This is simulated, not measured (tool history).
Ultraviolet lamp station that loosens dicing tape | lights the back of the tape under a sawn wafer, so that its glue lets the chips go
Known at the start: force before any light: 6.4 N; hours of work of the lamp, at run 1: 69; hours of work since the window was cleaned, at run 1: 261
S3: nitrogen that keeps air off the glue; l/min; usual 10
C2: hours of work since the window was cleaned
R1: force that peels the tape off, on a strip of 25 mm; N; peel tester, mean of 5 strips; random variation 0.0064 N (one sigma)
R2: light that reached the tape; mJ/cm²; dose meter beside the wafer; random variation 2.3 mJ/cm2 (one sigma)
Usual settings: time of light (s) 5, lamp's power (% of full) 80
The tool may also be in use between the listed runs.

{"run": 1, "hour": 0.0, "time of light (s)": 5, "lamp's power (% of full)": 80, "S3": 10, "hours of work of the lamp": 69, "C2": 261, "R1": 0.268, "R2": 206}
{"run": 2, "hour": 14.7, "time of light (s)": 5, "lamp's power (% of full)": 80, "S3": 10, "hours of work of the lamp": 76, "C2": 268, "R1": 0.265, "R2": 204}
{"run": 3, "hour": 29.7, "time of light (s)": 5, "lamp's power (% of full)": 61, "S3": 10, "hours of work of the lamp": 83, "C2": 275, "R1": 0.547, "R2": 150}
{"run": 4, "hour": 41.5, "time of light (s)": 4, "lamp's power (% of full)": 80, "S3": 10, "hours of work of the lamp": 89, "C2": 281, "R1": 0.498, "R2": 158}
{"run": 5, "hour": 50.2, "time of light (s)": 4, "lamp's power (% of full)": 80, "S3": 10, "hours of work of the lamp": 93, "C2": 285, "R1": 0.49, "R2": 159}
{"run": 6, "hour": 59.5, "time of light (s)": 5, "lamp's power (% of full)": 80, "S3": 10, "hours of work of the lamp": 97, "C2": 289, "R1": 0.282, "R2": 196}
{"run": 7, "hour": 68.1, "time of light (s)": 9, "lamp's power (% of full)": 80, "S3": 10, "hours of work of the lamp": 101, "C2": 293, "R1": 0.07, "R2": 351}
{"run": 8, "hour": 78.9, "time of light (s)": 9, "lamp's power (% of full)": 80, "S3": 10, "hours of work of the lamp": 106, "C2": 299, "R1": 0.09, "R2": 351}
{"run": 9, "hour": 86.1, "time of light (s)": 5, "lamp's power (% of full)": 80, "S3": 10, "hours of work of the lamp": 110, "C2": 302, "R1": 0.293, "R2": 196}
{"run": 10, "hour": 98.0, "time of light (s)": 5, "lamp's power (% of full)": 91, "S3": 10, "hours of work of the lamp": 115, "C2": 308, "R1": 0.213, "R2": 215}
{"run": 11, "hour": 113.4, "time of light (s)": 5, "lamp's power (% of full)": 90, "S3": 10, "hours of work of the lamp": 123, "C2": 315, "R1": 0.238, "R2": 217}
{"run": 12, "hour": 125.8, "time of light (s)": 5, "lamp's power (% of full)": 90, "S3": 10, "hours of work of the lamp": 129, "C2": 321, "R1": 0.241, "R2": 214}
{"run": 13, "hour": 135.9, "time of light (s)": 5, "lamp's power (% of full)": 80, "S3": 13, "hours of work of the lamp": 134, "C2": 326, "R1": 0.245, "R2": 189}
{"run": 14, "hour": 149.0, "time of light (s)": 5, "lamp's power (% of full)": 80, "S3": 13, "hours of work of the lamp": 140, "C2": 332, "R1": 0.254, "R2": 187}
{"run": 15, "hour": 159.0, "time of light (s)": 5, "lamp's power (% of full)": 80, "S3": 14, "hours of work of the lamp": 145, "C2": 337, "R1": 0.236, "R2": 187}
{"run": 16, "hour": 166.0, "time of light (s)": 5, "lamp's power (% of full)": 80, "S3": 14, "hours of work of the lamp": 148, "C2": 340, "R1": 0.237, "R2": 188}
{"run": 17, "hour": 172.7, "time of light (s)": 5, "lamp's power (% of full)": 80, "S3": 15, "hours of work of the lamp": 151, "C2": 343, "R1": 0.219, "R2": 186}
{"run": 18, "hour": 184.9, "time of light (s)": 5, "lamp's power (% of full)": 80, "S3": 10, "hours of work of the lamp": 157, "C2": 349, "R1": 0.341, "R2": 184}
{"run": 19, "hour": 193.9, "time of light (s)": 5, "lamp's power (% of full)": 80, "S3": 10, "hours of work of the lamp": 161, "C2": 353, "R1": 0.337, "R2": 184}
{"run": 20, "hour": 207.2, "time of light (s)": 5, "lamp's power (% of full)": 80, "S3": 10, "hours of work of the lamp": 168, "C2": 360, "R1": 0.339, "R2": 181}
{"run": 21, "hour": 214.0, "time of light (s)": 5, "lamp's power (% of full)": 80, "S3": 10, "hours of work of the lamp": 171, "C2": 363, "R1": 0.342, "R2": 182}
{"run": 22, "hour": 226.1, "time of light (s)": 5, "lamp's power (% of full)": 80, "S3": 10, "hours of work of the lamp": 177, "C2": 369, "R1": 0.364, "R2": 178}
{"run": 23, "hour": 235.0, "time of light (s)": 5, "lamp's power (% of full)": 90, "S3": 10, "hours of work of the lamp": 181, "C2": 373, "R1": 0.267, "R2": 203}
{"run": 24, "hour": 250.9, "time of light (s)": 5, "lamp's power (% of full)": 70, "S3": 13, "hours of work of the lamp": 188, "C2": 381, "R1": 0.387, "R2": 158}
{"run": 25, "hour": 263.4, "time of light (s)": 4, "lamp's power (% of full)": 61, "S3": 9, "hours of work of the lamp": 194, "C2": 387, "R1": 1.116, "R2": 108}
{"run": 26, "hour": 270.2, "time of light (s)": 6, "lamp's power (% of full)": 73, "S3": 14, "hours of work of the lamp": 198, "C2": 390, "R1": 0.207, "R2": 193}
{"run": 27, "hour": 277.7, "time of light (s)": 3, "lamp's power (% of full)": 81, "S3": 7, "hours of work of the lamp": 201, "C2": 393, "R1": 1.362, "R2": 110}
{"run": 28, "hour": 289.8, "time of light (s)": 5, "lamp's power (% of full)": 91, "S3": 5, "hours of work of the lamp": 207, "C2": 399, "R1": 0.541, "R2": 197}
{"run": 29, "hour": 302.8, "time of light (s)": 3, "lamp's power (% of full)": 80, "S3": 20, "hours of work of the lamp": 213, "C2": 405, "R1": 0.722, "R2": 107}
{"run": 30, "hour": 310.6, "time of light (s)": 3, "lamp's power (% of full)": 80, "S3": 20, "hours of work of the lamp": 217, "C2": 409, "R1": 0.716, "R2": 101}
{"run": 31, "hour": 325.5, "time of light (s)": 3, "lamp's power (% of full)": 80, "S3": 20, "hours of work of the lamp": 224, "C2": 416, "R1": 0.725, "R2": 102}
{"run": 32, "hour": 332.2, "time of light (s)": 3, "lamp's power (% of full)": 80, "S3": 20, "hours of work of the lamp": 227, "C2": 419, "R1": 0.713, "R2": 104}
{"run": 33, "hour": 347.5, "time of light (s)": 9, "lamp's power (% of full)": 91, "S3": 7, "hours of work of the lamp": 234, "C2": 427, "R1": 0.116, "R2": 350}
{"run": 34, "hour": 359.0, "time of light (s)": 9, "lamp's power (% of full)": 88, "S3": 20, "hours of work of the lamp": 240, "C2": 432, "R1": 0.074, "R2": 337}
{"run": 35, "hour": 371.2, "time of light (s)": 10, "lamp's power (% of full)": 67, "S3": 12, "hours of work of the lamp": 246, "C2": 438, "R1": 0.096, "R2": 288}
{"run": 36, "hour": 382.6, "time of light (s)": 10, "lamp's power (% of full)": 67, "S3": 12, "hours of work of the lamp": 251, "C2": 443, "R1": 0.102, "R2": 283}
{"run": 37, "hour": 393.2, "time of light (s)": 5, "lamp's power (% of full)": 69, "S3": 12, "hours of work of the lamp": 256, "C2": 448, "R1": 0.538, "R2": 144}
{"run": 38, "hour": 408.8, "time of light (s)": 9, "lamp's power (% of full)": 71, "S3": 15, "hours of work of the lamp": 264, "C2": 456, "R1": 0.107, "R2": 264}
{"run": 39, "hour": 416.8, "time of light (s)": 7, "lamp's power (% of full)": 71, "S3": 9, "hours of work of the lamp": 268, "C2": 460, "R1": 0.292, "R2": 205}
{"run": 40, "hour": 423.7, "time of light (s)": 3, "lamp's power (% of full)": 89, "S3": 5, "hours of work of the lamp": 271, "C2": 463, "R1": 1.646, "R2": 109}
{"hour": 433.0, "done": "window cleaned of glue's vapour"}
{"run": 41, "hour": 436.4, "time of light (s)": 6, "lamp's power (% of full)": 70, "S3": 6, "hours of work of the lamp": 277, "C2": 2, "R1": 0.505, "R2": 197}
{"run": 42, "hour": 448.4, "time of light (s)": 5, "lamp's power (% of full)": 83, "S3": 19, "hours of work of the lamp": 282, "C2": 7, "R1": 0.18, "R2": 192}
{"run": 43, "hour": 461.2, "time of light (s)": 5, "lamp's power (% of full)": 86, "S3": 10, "hours of work of the lamp": 288, "C2": 13, "R1": 0.279, "R2": 199}
{"run": 44, "hour": 468.3, "time of light (s)": 3, "lamp's power (% of full)": 93, "S3": 9, "hours of work of the lamp": 292, "C2": 17, "R1": 0.829, "R2": 131}
{"run": 45, "hour": 483.5, "time of light (s)": 3, "lamp's power (% of full)": 93, "S3": 9, "hours of work of the lamp": 299, "C2": 24, "R1": 0.846, "R2": 127}

Some steps in R1 between neighbouring runs. How much of each would the tool show without its hidden state too (settings, what came in, random variation), and how much is left for the hidden state, with any gauge scatter that isn't in both results?
The hidden state here: lamp's light, % of a new lamp's; light that the window lets through, % of a clean one's; drift of the gauge itself on peel_n, %; drift of the gauge itself on dose_mj_cm2, %.
Run 26 -> 27: time of light (s) 6 -> 3, lamp's power (% of full) 73 -> 81, S3 14 -> 7. R1 +1.155 N: hidden state +0.385, all else +0.77.
Run 39 -> 40: time of light (s) 7 -> 3, lamp's power (% of full) 71 -> 89, S3 9 -> 5. R1 +1.354 N: hidden state +0.503, all else +0.851.
Run 40 -> 41: time of light (s) 3 -> 6, lamp's power (% of full) 89 -> 70, S3 5 -> 6, window cleaned of glue's vapour. R1 -1.141 N: hidden state -0.463, all else -0.678.
